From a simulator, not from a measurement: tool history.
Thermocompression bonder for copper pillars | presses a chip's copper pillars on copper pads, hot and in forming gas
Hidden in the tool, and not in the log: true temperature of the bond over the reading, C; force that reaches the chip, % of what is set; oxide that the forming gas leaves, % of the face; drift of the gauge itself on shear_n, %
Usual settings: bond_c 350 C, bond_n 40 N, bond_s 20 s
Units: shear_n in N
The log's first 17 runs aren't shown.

| run | hour | bond_c | bond_n | bond_s | hours of work since the heater was calibrated | hours of work since the force cell was calibrated | hours of work since the gas filter was changed | shear_n |
|---|---|---|---|---|---|---|---|---|
| 18 | 231.5 | 350 | 45 | 20 | 423 | 423 | 208 | 63.7 |
| 19 | 249.8 | 350 | 45 | 20 | 435 | 435 | 219 | 64.0 |
| 20 | 259.3 | 350 | 45 | 20 | 441 | 441 | 226 | 63.5 |
| 21 | 270.3 | 330 | 60 | 51 | 448 | 448 | 233 | 79.1 |
| 22 | 287.0 | 330 | 60 | 51 | 459 | 459 | 244 | 80.2 |
| 23 | 301.2 | 337 | 26 | 14 | 468 | 468 | 253 | 35.6 |
| 24 | 316.2 | 339 | 30 | 20 | 478 | 478 | 263 | 45.2 |
| 25 | 325.8 | 359 | 31 | 60 | 484 | 484 | 269 | 82.2 |
| 26 | 334.7 | 344 | 27 | 20 | 490 | 490 | 275 | 46.1 |
| 27 | 349.7 | 328 | 41 | 20 | 500 | 500 | 285 | 47.1 |
| 28 | 367.9 | 328 | 41 | 20 | 512 | 512 | 297 | 47.6 |
| 29 | 385.2 | 328 | 41 | 20 | 523 | 523 | 308 | 47.2 |
| 30 | 404.9 | 328 | 41 | 20 | 536 | 536 | 321 | 46.9 |
| 31 | 420.7 | 328 | 41 | 20 | 546 | 546 | 331 | 47.4 |
| 32 | 440.1 | 328 | 26 | 54 | 559 | 559 | 344 | 53.2 |
| 33 | 458.5 | 357 | 40 | 31 | 571 | 571 | 356 | 73.6 |
| 34 | 468.9 | 321 | 58 | 13 | 578 | 578 | 362 | 44.2 |
| 35 | 481.1 | 321 | 38 | 20 | 586 | 586 | 370 | 41.0 |
| 36 | 492.3 | 338 | 29 | 59 | 593 | 593 | 378 | 64.9 |
| 37 | 501.0 | 358 | 43 | 35 | 599 | 599 | 383 | 77.3 |
| 38 | 510.9 | 322 | 25 | 13 | 605 | 605 | 390 | 26.4 |
| 39 | 524.3 | 322 | 54 | 13 | 614 | 614 | 399 | 42.5 |

Forecast each of these 3 alternatives for the next run:
| A | 537.0 | 332 | 40 | 21 | 622 | 622 | 407 | ? |
| B | 537.0 | 322 | 27 | 13 | 622 | 622 | 407 | ? |
| C | 537.0 | 362 | 49 | 13 | 622 | 622 | 407 | ? |

| run | shear_n |
|---|---|
| A | 49.7 |
| B | 28.5 |
| C | 62.7 |
Without the tool's hidden state the same runs would have given:
| run | shear_n |
|---|---|
| A | 51.5 |
| B | 29.4 |
| C | 65.6 |
